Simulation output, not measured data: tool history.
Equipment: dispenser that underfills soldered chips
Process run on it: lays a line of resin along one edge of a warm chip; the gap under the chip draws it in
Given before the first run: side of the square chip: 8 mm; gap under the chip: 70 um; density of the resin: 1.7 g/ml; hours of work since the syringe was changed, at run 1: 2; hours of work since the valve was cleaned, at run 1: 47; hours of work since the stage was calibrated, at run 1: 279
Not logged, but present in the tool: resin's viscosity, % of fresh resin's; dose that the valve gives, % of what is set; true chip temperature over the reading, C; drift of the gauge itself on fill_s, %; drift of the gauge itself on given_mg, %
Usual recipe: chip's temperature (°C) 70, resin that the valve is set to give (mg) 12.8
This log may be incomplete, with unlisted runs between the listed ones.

| run | hour | chip's temperature (°C) | resin that the valve is set to give (mg) | hours of work since the syringe was changed | hours of work since the valve was cleaned | hours of work since the stage was calibrated | time until the resin shows at the far edge (s) | resin that the valve gave (mg) |
|---|---|---|---|---|---|---|---|---|
| 1 | 0 | 70 | 12.8 | 2 | 47 | 279 | 23.6 | 12.52 |
|  | 6.9 | dispensing valve cleaned and set on the balance |
| 2 | 9.8 | 70 | 12.8 | 9 | 2 | 286 | 38.2 | 12.76 |
|  | 11.1 | new syringe of resin |
| 3 | 17.8 | 70 | 12.8 | 5 | 8 | 291 | 27.9 | 12.82 |
|  | 23.7 | new syringe of resin |
| 4 | 27.9 | 70 | 12.8 | 3 | 15 | 299 | 25.3 | 12.79 |
|  | 36.1 | new syringe of resin |
| 5 | 37.2 | 70 | 12.8 | 1 | 22 | 306 | 21.6 | 12.75 |
| 6 | 46.2 | 70 | 14.2 | 8 | 29 | 313 | 34.1 | 14.09 |
|  | 49.2 | new syringe of resin |
| 7 | 58.3 | 70 | 12.8 | 7 | 38 | 321 | 32.8 | 12.67 |
|  | 61.9 | new syringe of resin |
| 8 | 66.3 | 69 | 12.8 | 3 | 44 | 327 | 26.9 | 12.72 |
| 9 | 71.1 | 69 | 13.6 | 7 | 48 | 331 | 34.3 | 13.41 |
|  | 74.1 | new syringe of resin |
|  | 77.7 | dispensing valve cleaned and set on the balance |
| 10 | 80.3 | 69 | 11.3 | 4 | 2 | 337 | 27.4 | 11.34 |
|  | 87.7 | new syringe of resin |
| 11 | 88.9 | 69 | 11.3 | 1 | 8 | 343 | 22.7 | 11.25 |
| 12 | 94.7 | 69 | 11.3 | 5 | 13 | 348 | 31.5 | 11.24 |
|  | 99.9 | new syringe of resin |
| 13 | 101.7 | 79 | 12.8 | 1 | 18 | 353 | 14 | 12.72 |
| 14 | 108.8 | 82 | 12.8 | 7 | 23 | 358 | 18.4 | 12.74 |
|  | 112.7 | new syringe of resin |
| 15 | 118.9 | 70 | 12.8 | 5 | 31 | 366 | 27.9 | 12.65 |
|  | 125 | new syringe of resin |
| 16 | 126.7 | 70 | 15.8 | 1 | 36 | 371 | 22 | 15.65 |
| 17 | 135.5 | 70 | 15 | 8 | 43 | 378 | 35 | 14.8 |
|  | 137.4 | new syringe of resin |
| 18 | 144.6 | 69 | 12.8 | 5 | 50 | 385 | 31.6 | 12.61 |
|  | 148.2 | dispensing valve cleaned and set on the balance |
|  | 150.6 | new syringe of resin |
| 19 | 154.7 | 56 | 13.5 | 3 | 5 | 391 | 48.8 | 13.48 |
|  | 163.1 | new syringe of resin |
| 20 | 164.4 | 56 | 13.5 | 1 | 12 | 398 | 42.1 | 13.44 |
|  | 175.8 | new syringe of resin |
| 21 | 175.8 | 73 | 15.6 | 0 | 20 | 407 | 17.4 | 15.45 |
| 22 | 182.8 | 82 | 13.1 | 5 | 26 | 412 | 17.7 | 13.08 |
|  | 188.8 | new syringe of resin |
| 23 | 190.6 | 71 | 11.5 | 1 | 31 | 418 | 22.4 | 11.37 |
| 24 | 198 | 55 | 12.4 | 7 | 37 | 423 | 69.6 | 12.22 |
|  | 201 | new syringe of resin |
| 25 | 209.3 | 55 | 12.4 | 6 | 45 | 432 | 66.4 | 12.12 |
|  | 213.9 | new syringe of resin |
|  | 218.8 | dispensing valve cleaned and set on the balance |
| 26 | 221.3 | 55 | 12.4 | 5 | 2 | 440 | 58.9 | 12.36 |
|  | 227 | new syringe of resin |
| 27 | 230 | 55 | 12.4 | 2 | 8 | 446 | 48.6 | 12.35 |
| 28 | 237.8 | 57 | 11 | 8 | 14 | 452 | 68.6 | 10.91 |
|  | 239.9 | new syringe of resin |
| 29 | 248.3 | 64 | 11.4 | 6 | 22 | 460 | 43 | 11.27 |
|  | 252.2 | new syringe of resin |
| 30 | 257.3 | 64 | 14.9 | 4 | 29 | 467 | 33.5 | 14.77 |
|  | 264.5 | new syringe of resin |
| 31 | 264.5 | 74 | 14.4 | 0 | 34 | 472 | 16.1 | 14.25 |
| 32 | 270.5 | 74 | 14.4 | 5 | 38 | 476 | 23 | 14.17 |
|  | 277.5 | new syringe of resin |
| 33 | 280.7 | 74 | 14.4 | 2 | 46 | 484 | 19.8 | 14.15 |
|  | 289.5 | dispensing valve cleaned and set on the balance |
| 34 | 289.5 | 74 | 14.4 | 8 | 0 | 490 | 30.3 | 14.39 |
|  | 290.9 | new syringe of resin |
| 35 | 297.8 | 82 | 14.9 | 5 | 6 | 496 | 17.1 | 14.91 |

Selected run-to-run steps in time until the resin shows at the far edge (s), each split into two signed amounts: the part the tool would show with no hidden state at all (from settings, incoming material and random variation), and the remainder, which goes to the hidden state together with any gauge scatter not common to the measured and the hidden-state-free results:
Run 1 -> 2: dispensing valve cleaned and set on the balance. time until the resin shows at the far edge (s) +14.6: hidden state +14.6, all else +0.
Run 20 -> 21: chip's temperature (°C) 56 -> 73, resin that the valve is set to give (mg) 13.5 -> 15.6, new syringe of resin. time until the resin shows at the far edge (s) -24.7: hidden state -4, all else -20.7.
Run 23 -> 24: chip's temperature (°C) 71 -> 55, resin that the valve is set to give (mg) 11.5 -> 12.4. time until the resin shows at the far edge (s) +47.2: hidden state +26.5, all else +20.7.
Run 27 -> 28: chip's temperature (°C) 55 -> 57, resin that the valve is set to give (mg) 12.4 -> 11. time until the resin shows at the far edge (s) +20: hidden state +23, all else -3.
Run 28 -> 29: chip's temperature (°C) 57 -> 64, resin that the valve is set to give (mg) 11 -> 11.4, new syringe of resin. time until the resin shows at the far edge (s) -25.6: hidden state -14.5, all else -11.1.
